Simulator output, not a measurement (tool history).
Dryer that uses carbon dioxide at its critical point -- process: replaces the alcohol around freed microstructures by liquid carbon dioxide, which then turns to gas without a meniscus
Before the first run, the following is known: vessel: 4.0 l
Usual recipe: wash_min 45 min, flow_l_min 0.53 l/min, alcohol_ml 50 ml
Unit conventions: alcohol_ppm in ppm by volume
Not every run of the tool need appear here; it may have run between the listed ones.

run 1 hour=0 | wash_min=45 flow_l_min=0.53 alcohol_ml=50 | alcohol_ppm=336
run 2 hour=48.7 | wash_min=29 flow_l_min=0.53 alcohol_ml=50 | alcohol_ppm=1130
run 3 hour=83.7 | wash_min=29 flow_l_min=0.53 alcohol_ml=50 | alcohol_ppm=1204
-- hour=134.6 inlet filter changed
run 4 hour=143.8 | wash_min=29 flow_l_min=0.53 alcohol_ml=50 | alcohol_ppm=927
run 5 hour=192.3 | wash_min=29 flow_l_min=0.53 alcohol_ml=50 | alcohol_ppm=994
run 6 hour=221.5 | wash_min=29 flow_l_min=0.53 alcohol_ml=50 | alcohol_ppm=1040
run 7 hour=277.7 | wash_min=29 flow_l_min=0.53 alcohol_ml=50 | alcohol_ppm=1146
run 8 hour=334.2 | wash_min=29 flow_l_min=0.53 alcohol_ml=50 | alcohol_ppm=1217
run 9 hour=391.6 | wash_min=40 flow_l_min=0.53 alcohol_ml=50 | alcohol_ppm=627
-- hour=412.6 inlet filter changed
run 10 hour=430.6 | wash_min=34 flow_l_min=0.53 alcohol_ml=50 | alcohol_ppm=698
run 11 hour=457.5 | wash_min=45 flow_l_min=0.53 alcohol_ml=28 | alcohol_ppm=274
run 12 hour=491.3 | wash_min=45 flow_l_min=0.53 alcohol_ml=28 | alcohol_ppm=296
run 13 hour=527.2 | wash_min=45 flow_l_min=0.53 alcohol_ml=28 | alcohol_ppm=319
run 14 hour=559.3 | wash_min=37 flow_l_min=0.83 alcohol_ml=30 | alcohol_ppm=229
run 15 hour=595.9 | wash_min=37 flow_l_min=0.83 alcohol_ml=30 | alcohol_ppm=254
run 16 hour=624.5 | wash_min=47 flow_l_min=0.675 alcohol_ml=24 | alcohol_ppm=242
run 17 hour=669.6 | wash_min=63 flow_l_min=0.4 alcohol_ml=24 | alcohol_ppm=323
-- hour=691.7 inlet filter changed
run 18 hour=705.4 | wash_min=63 flow_l_min=0.4 alcohol_ml=24 | alcohol_ppm=277
run 19 hour=754.7 | wash_min=45 flow_l_min=0.407 alcohol_ml=111 | alcohol_ppm=1377
run 20 hour=810.2 | wash_min=45 flow_l_min=0.407 alcohol_ml=111 | alcohol_ppm=1505
run 21 hour=864.6 | wash_min=40 flow_l_min=0.407 alcohol_ml=24 | alcohol_ppm=650
run 22 hour=909.2 | wash_min=39 flow_l_min=0.583 alcohol_ml=83 | alcohol_ppm=796
run 23 hour=961.2 | wash_min=46 flow_l_min=0.864 alcohol_ml=50 | alcohol_ppm=274
-- hour=970 inlet filter changed
run 24 hour=1020.8 | wash_min=46 flow_l_min=0.864 alcohol_ml=50 | alcohol_ppm=270
run 25 hour=1048.7 | wash_min=46 flow_l_min=0.788 alcohol_ml=50 | alcohol_ppm=274

For each run, the measured value with the value that run would have given without the tool's hidden condition subtracted. The run-to-run variation is shared by both, the gauge scatter possibly not:
Unlogged tool condition in this case: flow that reaches the vessel past the clogged filter, %; alcohol in the recycled carbon dioxide, ppm; drift of the gauge itself on alcohol_ppm, %.
run=1 alcohol_ppm=+154
run=2 alcohol_ppm=+339
run=3 alcohol_ppm=+401
run=4 alcohol_ppm=+131
run=5 alcohol_ppm=+194
run=6 alcohol_ppm=+239
run=7 alcohol_ppm=+332
run=8 alcohol_ppm=+413
run=9 alcohol_ppm=+341
run=10 alcohol_ppm=+190
run=11 alcohol_ppm=+178
run=12 alcohol_ppm=+193
run=13 alcohol_ppm=+214
run=14 alcohol_ppm=+195
run=15 alcohol_ppm=+215
run=16 alcohol_ppm=+210
run=17 alcohol_ppm=+249
run=18 alcohol_ppm=+213
run=19 alcohol_ppm=+347
run=20 alcohol_ppm=+475
run=21 alcohol_ppm=+331
run=22 alcohol_ppm=+443
run=23 alcohol_ppm=+264
run=24 alcohol_ppm=+255
run=25 alcohol_ppm=+259

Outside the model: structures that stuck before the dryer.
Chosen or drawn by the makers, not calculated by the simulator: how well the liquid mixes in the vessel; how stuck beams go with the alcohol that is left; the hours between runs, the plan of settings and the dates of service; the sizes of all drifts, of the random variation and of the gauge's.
